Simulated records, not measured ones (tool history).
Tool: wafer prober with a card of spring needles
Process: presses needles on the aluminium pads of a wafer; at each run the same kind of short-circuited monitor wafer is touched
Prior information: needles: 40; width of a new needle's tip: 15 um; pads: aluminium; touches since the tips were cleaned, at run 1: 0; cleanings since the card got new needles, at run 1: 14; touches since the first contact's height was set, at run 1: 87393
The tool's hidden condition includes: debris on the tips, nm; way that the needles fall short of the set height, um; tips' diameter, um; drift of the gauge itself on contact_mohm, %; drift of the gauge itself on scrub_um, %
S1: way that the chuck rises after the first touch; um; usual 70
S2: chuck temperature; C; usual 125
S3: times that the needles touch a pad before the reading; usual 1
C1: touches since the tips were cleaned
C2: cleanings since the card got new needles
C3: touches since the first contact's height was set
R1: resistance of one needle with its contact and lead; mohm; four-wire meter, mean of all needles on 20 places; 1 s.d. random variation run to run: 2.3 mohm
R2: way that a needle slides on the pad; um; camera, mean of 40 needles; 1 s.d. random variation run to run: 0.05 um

Run 1, hour 0.0: usual settings; C1 0; C2 14; C3 87393. Result: R1 270 mohm, R2 16.10 um.
At hour 8.0: tips cleaned on abrasive film.
Run 2, hour 8.2: usual settings; C1 139; C2 15; C3 92780. Result: R1 271 mohm, R2 15.98 um.
At hour 12.8: height of the first contact set anew.
Run 3, hour 13.4: usual settings; C1 3336; C2 15; C3 373. Result: R1 319 mohm, R2 15.93 um.
At hour 16.6: tips cleaned on abrasive film.
Run 4, hour 17.9: usual settings but S3 2; C1 906; C2 16; C3 3348. Result: R1 280 mohm, R2 15.86 um.
At hour 24.6: tips cleaned on abrasive film.
Run 5, hour 25.4: usual settings but S3 2; C1 557; C2 17; C3 8229. Result: R1 274 mohm, R2 15.79 um.
At hour 32.5: tips cleaned on abrasive film.
Run 6, hour 33.6: usual settings but S3 2; C1 763; C2 18; C3 13604. Result: R1 277 mohm, R2 15.81 um.
Run 7, hour 38.7: usual settings but S3 2; C1 4096; C2 18; C3 16937. Result: R1 298 mohm, R2 15.80 um.
At hour 40.3: height of the first contact set anew, once more.
At hour 41.2: tips cleaned on abrasive film.
Run 8, hour 48.2: usual settings but S3 2; C1 4640; C2 19; C3 5138. Result: R1 296 mohm, R2 16.27 um.
At hour 49.5: tips cleaned on abrasive film.
Run 9, hour 52.1: usual settings but S3 2; C1 1723; C2 20; C3 7666. Result: R1 281 mohm, R2 16.25 um.
At hour 57.8: tips cleaned on abrasive film.
Run 10, hour 60.8: usual settings but S1 83 um, S2 111 C, S3 2; C1 1974; C2 21; C3 13357. Result: R1 272 mohm, R2 19.35 um.
At hour 66.0: tips cleaned on abrasive film.
Run 11, hour 69.4: usual settings but S1 80 um, S2 84 C, S3 2; C1 2301; C2 22; C3 19035. Result: R1 272 mohm, R2 18.62 um.
At hour 73.9: tips cleaned on abrasive film.
Run 12, hour 78.1: usual settings but S1 68 um, S2 84 C; C1 2760; C2 23; C3 24702. Result: R1 301 mohm, R2 15.77 um.
At hour 81.8: tips cleaned on abrasive film.
Run 13, hour 86.5: usual settings but S2 66 C, S3 2; C1 3061; C2 24; C3 30180. Result: R1 280 mohm, R2 16.22 um.
At hour 89.9: tips cleaned on abrasive film.
Run 14, hour 95.0: usual settings but S1 69 um, S2 66 C, S3 2; C1 3398; C2 25; C3 35795. Result: R1 282 mohm, R2 15.94 um.
At hour 98.2: tips cleaned on abrasive film.
Run 15, hour 103.0: usual settings but S1 57 um, S2 38 C, S3 2; C1 3185; C2 26; C3 41019. Result: R1 298 mohm, R2 13.15 um.
At hour 106.7: tips cleaned on abrasive film.
Run 16, hour 110.8: usual settings but S1 61 um, S2 43 C, S3 2; C1 2726; C2 27; C3 46100. Result: R1 286 mohm, R2 14.12 um.

5 options for the next run, each taken on its own from the tool as it stands now. Forecast them:
At hour 114.6: tips cleaned on abrasive film.
Run A, hour 118.9: usual settings but S1 84 um, S2 103 C, S3 2; C1 2841; C2 28; C3 51409. Result: R1 ?, R2 ?.
At hour 114.6: tips cleaned on abrasive film.
Run B, hour 118.9: usual settings but S1 79 um, S2 43 C, S3 2; C1 2841; C2 28; C3 51409. Result: R1 ?, R2 ?.
At hour 114.6: tips cleaned on abrasive film.
Run C, hour 118.9: usual settings but S1 78 um, S2 28 C, S3 2; C1 2841; C2 28; C3 51409. Result: R1 ?, R2 ?.
At hour 114.6: tips cleaned on abrasive film.
Run D, hour 118.9: usual settings but S1 65 um, S2 73 C, S3 2; C1 2841; C2 28; C3 51409. Result: R1 ?, R2 ?.
At hour 114.6: tips cleaned on abrasive film.
Run E, hour 118.9: usual settings but S2 47 C, S3 3; C1 2841; C2 28; C3 51409. Result: R1 ?, R2 ?.

run   R1     R2
  A  274  19.37
  B  267  18.16
  C  267  18.00
  D  280  14.92
  E  262  16.18
Stripped of hidden state, with their random variation kept, the same runs would have yielded:
run   R1     R2
  A  250  19.57
  B  238  18.35
  C  237  18.20
  D  242  15.12
  E  240  16.37
